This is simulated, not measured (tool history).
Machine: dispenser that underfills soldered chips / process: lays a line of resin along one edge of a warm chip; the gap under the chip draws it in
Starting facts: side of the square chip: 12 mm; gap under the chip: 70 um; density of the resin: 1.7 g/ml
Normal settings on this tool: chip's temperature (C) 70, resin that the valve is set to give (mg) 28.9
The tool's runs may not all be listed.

run    day  chip's temperature (C)  resin that the valve is set to give (mg)  time until the resin shows at the far edge (s)  resin that the valve gave (mg)
  1  0.000                      70                                      28.9                                           152.2                           28.77
  2  0.175                      70                                      28.9                                           183.5                           28.69
  3  0.367                      70                                      28.9                                           214.0                           28.76
  4  0.521                      81                                      28.9                                            96.2                           28.98
  5  0.708                      70                                      36.9                                           162.9                           36.62
  6  0.808                      70                                      36.9                                           182.4                           36.60
  7  0.975                      70                                      28.9                                           217.9                           28.61
  8  1.162                      70                                      30.5                                           144.2                           30.17
  9  1.333                      70                                      28.9                                           169.0                           28.60
 10  1.458                      70                                      28.9                                           194.9                           28.39
 11  1.625                      70                                      34.5                                           224.0                           33.92
 12  1.867                      70                                      34.5                                           157.0                           33.96
 13  2.021                      78                                      34.5                                           141.4                           34.14
 14  2.146                      78                                      34.5                                           161.2                           33.85
 15  2.300                      78                                      34.5                                           181.4                           33.92
 16  2.500                      59                                      28.9                                           248.9                           28.33
 17  2.646                      59                                      28.9                                           286.5                           28.51
 18  2.762                      59                                      28.9                                           314.0                           28.19
 19  2.879                      68                                      26.8                                           255.2                           26.13
 20  3.012                      68                                      26.8                                           163.9                           26.20
 21  3.200                      81                                      28.4                                           127.5                           27.70
 22  3.333                      85                                      27.2                                           129.2                           26.43
 23  3.562                      70                                      26.7                                           140.0                           26.13
 24  3.692                      71                                      25.9                                           153.9                           25.34
 25  3.900                      55                                      28.7                                           337.6                           27.94
 26  4.104                      55                                      28.7                                           418.1                           27.78
 27  4.283                      55                                      28.7                                           273.3                           27.82
 28  4.383                      70                                      29.4                                           169.4                           28.26
 29  4.533                      82                                      26.0                                           134.7                           25.14
 30  4.671                      82                                      26.0                                           156.3                           25.13
 31  4.896                      61                                      25.0                                           223.7                           24.17
 32  5.033                      72                                      36.2                                           166.4                           35.00
 33  5.192                      81                                      29.8                                           142.4                           28.94
 34  5.304                      71                                      25.4                                           235.4                           24.46
 35  5.433                      79                                      25.4                                           106.7                           24.47

Missing from the log above: 9 entries noted between runs. For each, name the pair of listed runs it sits between and say how the tool's hidden condition differs from the listed run just before to the listed run just after:
From run 3 to run 4: new syringe of resin (day 0.504)
  resin's viscosity, % of fresh resin's: 158 -> 100.7; dose that the valve gives, % of what is set: 99.59 -> 99.5; true chip temperature over the reading, C: -0.05 -> -0.07
  measured minus no-state result, time until the resin shows at the far edge (s): +78.8 -> +0.9; resin that the valve gave (mg): -0.12 -> -0.15
From run 7 to run 8: new syringe of resin (day 1.117)
  resin's viscosity, % of fresh resin's: 158.3 -> 103.5; dose that the valve gives, % of what is set: 99.21 -> 99.1; true chip temperature over the reading, C: -0.11 -> -0.13
  measured minus no-state result, time until the resin shows at the far edge (s): +80.8 -> +5.7; resin that the valve gave (mg): -0.23 -> -0.28
From run 11 to run 12: new syringe of resin (day 1.725)
  resin's viscosity, % of fresh resin's: 163.4 -> 115.7; dose that the valve gives, % of what is set: 98.82 -> 98.67; true chip temperature over the reading, C: -0.18 -> -0.21
  measured minus no-state result, time until the resin shows at the far edge (s): +87.8 -> +22.4; resin that the valve gave (mg): -0.41 -> -0.46
From run 15 to run 16: new syringe of resin (day 2.338)
  resin's viscosity, % of fresh resin's: 177.4 -> 117.2; dose that the valve gives, % of what is set: 98.39 -> 98.27; true chip temperature over the reading, C: -0.25 -> -0.27
  measured minus no-state result, time until the resin shows at the far edge (s): +80.0 -> +38.9; resin that the valve gave (mg): -0.55 -> -0.50
From run 19 to run 20: new syringe of resin (day 2.946)
  resin's viscosity, % of fresh resin's: 170.5 -> 108; dose that the valve gives, % of what is set: 98.03 -> 97.94; true chip temperature over the reading, C: -0.31 -> -0.32
  measured minus no-state result, time until the resin shows at the far edge (s): +107.5 -> +14.3; resin that the valve gave (mg): -0.53 -> -0.55
From run 22 to run 23: new syringe of resin (day 3.554)
  resin's viscosity, % of fresh resin's: 148.5 -> 99.3; dose that the valve gives, % of what is set: 97.75 -> 97.61; true chip temperature over the reading, C: -0.36 -> -0.38
  measured minus no-state result, time until the resin shows at the far edge (s): +43.3 -> +1.4; resin that the valve gave (mg): -0.61 -> -0.64
From run 26 to run 27: new syringe of resin (day 4.171)
  resin's viscosity, % of fresh resin's: 169.6 -> 111.2; dose that the valve gives, % of what is set: 97.26 -> 97.15; true chip temperature over the reading, C: -0.44 -> -0.46
  measured minus no-state result, time until the resin shows at the far edge (s): +176.5 -> +32.4; resin that the valve gave (mg): -0.78 -> -0.82
From run 30 to run 31: new syringe of resin (day 4.788)
  resin's viscosity, % of fresh resin's: 163.9 -> 112.8; dose that the valve gives, % of what is set: 96.91 -> 96.76; true chip temperature over the reading, C: -0.5 -> -0.52
  measured minus no-state result, time until the resin shows at the far edge (s): +63.2 -> +30.4; resin that the valve gave (mg): -0.80 -> -0.81
From run 34 to run 35: new syringe of resin (day 5.388)
  resin's viscosity, % of fresh resin's: 168.7 -> 103.1; dose that the valve gives, % of what is set: 96.49 -> 96.42; true chip temperature over the reading, C: -0.56 -> -0.57
  measured minus no-state result, time until the resin shows at the far edge (s): +99.5 -> +5.9; resin that the valve gave (mg): -0.89 -> -0.90
